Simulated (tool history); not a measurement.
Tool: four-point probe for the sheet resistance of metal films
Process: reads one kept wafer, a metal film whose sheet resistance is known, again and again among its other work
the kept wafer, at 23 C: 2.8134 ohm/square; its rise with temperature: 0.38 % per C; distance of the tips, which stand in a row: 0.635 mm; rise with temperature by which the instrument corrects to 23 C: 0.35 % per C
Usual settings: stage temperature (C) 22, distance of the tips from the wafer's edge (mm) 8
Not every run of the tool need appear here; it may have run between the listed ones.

run	hour	stage temperature (C)	distance of the tips from the wafer's edge (mm)	sheet resistance as the instrument gives it (ohm/square)
1	0	22	8	2.821688
2	73.2	22	8	2.822631
3	149.8	22	8	2.823012
4	203	22	8	2.822493
5	289	22	8	2.821512
6	350.2	22	8	2.823018
7	394.5	22	8	2.822523
8	463.8	22	75	2.813468
9	531.3	22	75	2.813453
10	608.9	25	75	2.815101
11	655.5	22	8	2.822314
12	723.6	22	8	2.822288
13	773.2	32	8	2.828559
14	816.9	32	8	2.828771
15	887.4	32	8	2.828719
16	929.6	20	8	2.821079
17	991.4	20	8	2.820191
18	1033.7	20	8	2.821366
19	1081.8	30	5	2.842506
20	1121.3	30	5	2.842762
21	1208.2	20	12	2.815767
22	1259.2	22	41	2.813313
23	1316.5	34	4	2.858564
24	1360.7	34	4	2.858823
25	1441.7	26	49	2.815636
26	1479.3	26	49	2.814258
27	1547.8	21	32	2.813442
28	1616.3	29	32	2.818044
29	1679.7	20	64	2.812237
30	1754.8	21	60	2.812281
31	1818.4	21	60	2.811584
32	1859.4	23	6	2.830675
33	1904.7	23	6	2.82971
34	1944.1	23	6	2.830377
35	2025.4	20	11	2.81601
36	2079.7	35	56	2.82181

Missing from the log above: 1 entry noted between runs. For each, name the pair of listed runs it sits between and say how the tool's hidden condition differs from the listed run just before to the listed run just after:
Run 5 -> run 6: stage's thermometer calibrated (hour 293.6)
  wafer's true temperature over the reading, C: 0.01 -> 0
